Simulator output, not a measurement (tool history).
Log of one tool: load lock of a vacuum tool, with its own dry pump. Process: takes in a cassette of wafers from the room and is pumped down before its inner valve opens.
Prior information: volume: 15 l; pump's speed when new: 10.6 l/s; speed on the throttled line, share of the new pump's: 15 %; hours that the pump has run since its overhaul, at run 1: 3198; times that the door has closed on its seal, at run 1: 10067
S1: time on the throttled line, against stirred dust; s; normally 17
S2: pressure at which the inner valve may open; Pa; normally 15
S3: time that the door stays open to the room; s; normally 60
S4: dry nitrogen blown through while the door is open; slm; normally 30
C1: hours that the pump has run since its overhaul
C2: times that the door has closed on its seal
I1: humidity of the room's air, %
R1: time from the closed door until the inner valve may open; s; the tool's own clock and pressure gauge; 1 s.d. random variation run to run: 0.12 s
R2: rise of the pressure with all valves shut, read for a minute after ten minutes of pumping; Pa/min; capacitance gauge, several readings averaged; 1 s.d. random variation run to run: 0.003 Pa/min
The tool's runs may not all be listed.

Run 1, hour 0.0: usual settings; C1 3198; C2 10067; I1 45.0. Result: R1 27.1 s, R2 0.043 Pa/min.
Run 2, hour 134.5: usual settings; C1 3332; C2 10244; I1 46.6. Result: R1 27.1 s, R2 0.043 Pa/min.
Run 3, hour 235.7: usual settings; C1 3433; C2 10378; I1 48.4. Result: R1 27.0 s, R2 0.052 Pa/min.
Run 4, hour 296.8: usual settings; C1 3494; C2 10459; I1 43.6. Result: R1 27.0 s, R2 0.044 Pa/min.
Run 5, hour 402.0: usual settings but S2 16 Pa; C1 3600; C2 10598; I1 45.4. Result: R1 26.9 s, R2 0.048 Pa/min.
Run 6, hour 472.1: usual settings; C1 3670; C2 10690; I1 44.9. Result: R1 27.1 s, R2 0.041 Pa/min.
Run 7, hour 535.2: usual settings; C1 3733; C2 10773; I1 42.4. Result: R1 27.0 s, R2 0.044 Pa/min.
Run 8, hour 655.4: usual settings; C1 3853; C2 10932; I1 44.6. Result: R1 27.0 s, R2 0.049 Pa/min.
Run 9, hour 794.4: usual settings; C1 3992; C2 11115; I1 44.9. Result: R1 27.1 s, R2 0.045 Pa/min.
Run 10, hour 901.6: usual settings; C1 4099; C2 11257; I1 46.9. Result: R1 27.2 s, R2 0.050 Pa/min.
Run 11, hour 992.2: usual settings; C1 4190; C2 11377; I1 46.7. Result: R1 27.0 s, R2 0.056 Pa/min.
Run 12, hour 1132.4: usual settings; C1 4330; C2 11562; I1 45.0. Result: R1 27.1 s, R2 0.048 Pa/min.
Run 13, hour 1227.7: usual settings; C1 4425; C2 11687; I1 46.5. Result: R1 27.0 s, R2 0.049 Pa/min.
Run 14, hour 1320.4: usual settings but S1 9 s; C1 4518; C2 11810; I1 46.0. Result: R1 20.2 s, R2 0.047 Pa/min.
Run 15, hour 1426.7: usual settings; C1 4624; C2 11950; I1 44.9. Result: R1 27.1 s, R2 0.045 Pa/min.
Run 16, hour 1489.5: usual settings but S4 18 slm; C1 4687; C2 12033; I1 45.1. Result: R1 27.3 s, R2 0.054 Pa/min.
Run 17, hour 1604.0: usual settings; C1 4802; C2 12184; I1 50.3. Result: R1 27.0 s, R2 0.046 Pa/min.
Run 18, hour 1693.9: usual settings; C1 4891; C2 12303; I1 44.9. Result: R1 27.2 s, R2 0.045 Pa/min.
Run 19, hour 1774.1: usual settings; C1 4972; C2 12409; I1 45.1. Result: R1 27.2 s, R2 0.041 Pa/min.
Run 20, hour 1841.9: usual settings but S1 24 s, S2 22 Pa; C1 5040; C2 12498; I1 44.2. Result: R1 32.5 s, R2 0.044 Pa/min.
Run 21, hour 1961.0: usual settings but S2 22 Pa; C1 5159; C2 12655; I1 44.3. Result: R1 26.4 s, R2 0.043 Pa/min.
Run 22, hour 2091.4: usual settings but S1 15 s, S2 22 Pa; C1 5289; C2 12827; I1 44.8. Result: R1 24.8 s, R2 0.044 Pa/min.
Run 23, hour 2190.7: usual settings but S1 21 s, S2 25 Pa, S3 35 s, S4 36 slm; C1 5388; C2 12959; I1 46.6. Result: R1 29.7 s, R2 0.030 Pa/min.
Run 24, hour 2313.9: usual settings but S1 21 s, S2 25 Pa, S3 35 s, S4 36 slm; C1 5512; C2 13121; I1 45.3. Result: R1 30.0 s, R2 0.030 Pa/min.
Run 25, hour 2434.3: usual settings but S1 10 s, S2 20 Pa, S3 131 s, S4 26 slm; C1 5632; C2 13280; I1 46.0. Result: R1 20.8 s, R2 0.074 Pa/min.
Run 26, hour 2527.6: usual settings but S1 20 s, S2 11 Pa, S3 131 s, S4 26 slm; C1 5725; C2 13403; I1 43.5. Result: R1 30.0 s, R2 0.065 Pa/min.
Run 27, hour 2654.1: usual settings but S1 22 s, S2 11 Pa, S3 98 s, S4 22 slm; C1 5852; C2 13570; I1 45.4. Result: R1 31.6 s, R2 0.069 Pa/min.
Run 28, hour 2792.9: usual settings but S1 11 s, S2 19 Pa, S4 37 slm; C1 5991; C2 13753; I1 47.9. Result: R1 21.7 s, R2 0.036 Pa/min.
Run 29, hour 2886.6: usual settings but S2 20 Pa, S4 9 slm; C1 6084; C2 13877; I1 43.8. Result: R1 26.6 s, R2 0.077 Pa/min.
Run 30, hour 2972.2: usual settings but S1 27 s, S2 18 Pa, S3 92 s, S4 11 slm; C1 6170; C2 13990; I1 47.5. Result: R1 35.3 s, R2 0.091 Pa/min.
Run 31, hour 3112.9: usual settings but S1 11 s, S2 18 Pa, S3 92 s, S4 11 slm; C1 6311; C2 14176; I1 49.6. Result: R1 21.7 s, R2 0.096 Pa/min.
Run 32, hour 3199.3: usual settings but S1 10 s, S2 18 Pa, S3 92 s, S4 11 slm; C1 6397; C2 14290; I1 43.8. Result: R1 20.9 s, R2 0.088 Pa/min.
Run 33, hour 3256.8: usual settings but S1 10 s, S2 18 Pa, S3 92 s, S4 11 slm; C1 6454; C2 14366; I1 43.9. Result: R1 20.6 s, R2 0.092 Pa/min.
Run 34, hour 3373.8: usual settings but S1 9 s, S2 19 Pa; C1 6571; C2 14520; I1 43.8. Result: R1 19.8 s, R2 0.040 Pa/min.
Run 35, hour 3513.3: usual settings but S1 9 s, S2 19 Pa; C1 6711; C2 14704; I1 46.8. Result: R1 20.0 s, R2 0.046 Pa/min.
Run 36, hour 3609.9: usual settings but S1 11 s, S2 18 Pa, S3 114 s; C1 6808; C2 14832; I1 43.3. Result: R1 21.5 s, R2 0.057 Pa/min.
Run 37, hour 3670.3: usual settings but S1 11 s, S2 18 Pa, S3 114 s; C1 6868; C2 14912; I1 42.9. Result: R1 21.6 s, R2 0.061 Pa/min.

Branching from run 37: 4 alternative next runs. What would each branch give?
Run A, hour 3812.1: usual settings but S1 34 s, S2 17 Pa, S3 198 s; C1 7010; C2 15099; I1 46.4. Result: R1 ?, R2 ?.
Run B, hour 3812.1: usual settings but S1 24 s, S4 27 slm; C1 7010; C2 15099; I1 44.9. Result: R1 ?, R2 ?.
Run C, hour 3812.1: usual settings but S2 16 Pa, S3 49 s; C1 7010; C2 15099; I1 46.2. Result: R1 ?, R2 ?.
Run D, hour 3812.1: usual settings but S1 11 s, S2 18 Pa, S3 114 s, S4 35 slm; C1 7010; C2 15099; I1 43.8. Result: R1 ?, R2 ?.

run    R1     R2
  A  41.2  0.082
  B  33.0  0.044
  C  27.0  0.047
  D  21.6  0.056
The same runs, with their run-to-run variation unchanged, on a tool lacking any hidden condition would have given:
run    R1     R2
  A  41.2  0.081
  B  33.0  0.044
  C  27.0  0.046
  D  21.6  0.055

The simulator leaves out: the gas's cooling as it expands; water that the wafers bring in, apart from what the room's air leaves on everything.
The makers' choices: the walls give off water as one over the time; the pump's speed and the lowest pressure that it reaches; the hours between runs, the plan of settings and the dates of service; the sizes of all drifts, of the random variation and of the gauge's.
